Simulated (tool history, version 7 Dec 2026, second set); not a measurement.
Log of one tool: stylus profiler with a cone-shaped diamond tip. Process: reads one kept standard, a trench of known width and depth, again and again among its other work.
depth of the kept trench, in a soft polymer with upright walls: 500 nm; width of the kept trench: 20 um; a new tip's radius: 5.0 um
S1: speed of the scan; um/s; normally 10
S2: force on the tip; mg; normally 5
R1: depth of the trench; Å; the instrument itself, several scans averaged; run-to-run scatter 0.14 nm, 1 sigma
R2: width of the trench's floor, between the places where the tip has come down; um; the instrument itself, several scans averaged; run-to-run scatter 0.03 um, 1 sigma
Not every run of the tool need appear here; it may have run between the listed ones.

run	hour	S1	S2	R1	R2
1	0	10	5	5130.9	15.67
2	37.9	10	5	5127.2	15.64
3	97	10	5	5129.2	15.59
4	138.6	10	5	5127.9	15.6
5	184.8	10	5	5127.1	15.62
6	251.7	8	5	5127.1	15.58
7	297.6	8	5	5127.8	15.59
8	354.4	8	5	5128.8	15.58
9	384.7	2	5	5128.5	15.63
10	420.6	11	5	5127.2	15.6
11	472.3	9	5	5129.7	15.57
12	524.2	9	5	5129.5	15.61
13	555.1	10	8.79	5189.2	15.61
14	592	10	11.02	5216.2	15.64
15	633.7	10	11.02	5219.6	15.62
16	676.4	10	11.02	5217.4	15.57
17	735.1	10	11.02	5221.2	15.57
18	766.6	29	5	5127.1	15.58
19	798.8	29	5	5129.7	15.53
20	848.7	29	5	5126.9	15.52
21	885.8	4	1.92	5069.4	15.55
22	937	3	4.96	5126.1	15.59
23	976.8	4	5.18	5131.7	15.61
24	1008.2	11	5	5126.7	15.59
25	1057.6	11	5	5129.5	15.48
26	1113	11	5	5126.8	15.56
27	1152.3	11	5	5129.7	15.57
# hour 1173.4: height scale calibrated on a step standard
28	1206.8	21	6.4	5154.4	15.52
29	1239.5	21	6.4	5149.3	15.51
30	1270.7	21	6.4	5152.4	15.5
31	1333.4	3	2.44	5079.1	15.57
32	1392.8	11	12.62	5236.9	15.6
33	1448.8	17	3.68	5104.2	15.54
# hour 1473.7: new tip fitted, height scale calibrated
34	1510.3	2	5.82	5141.7	15.65
35	1577.7	6	9.24	5193.4	15.65
36	1611.3	3	9.09	5190.9	15.64
37	1678.7	19	9.83	5200.9	15.59
38	1720.7	19	9.83	5203.7	15.6
39	1759.4	7	5	5131.3	15.66

Here are 3 independent what-if runs from the current tool condition. What would each one return?
A	1799.7	4	5	?	?
B	1799.7	6	2.42	?	?
C	1799.7	3	5	?	?

run	R1	R2
A	5129.2	15.61
B	5079.4	15.6
C	5126.7	15.66
Without the tool's unlogged condition, the same runs would have read:
run	R1	R2
A	5129.1	15.62
B	5079.4	15.6
C	5126.7	15.67
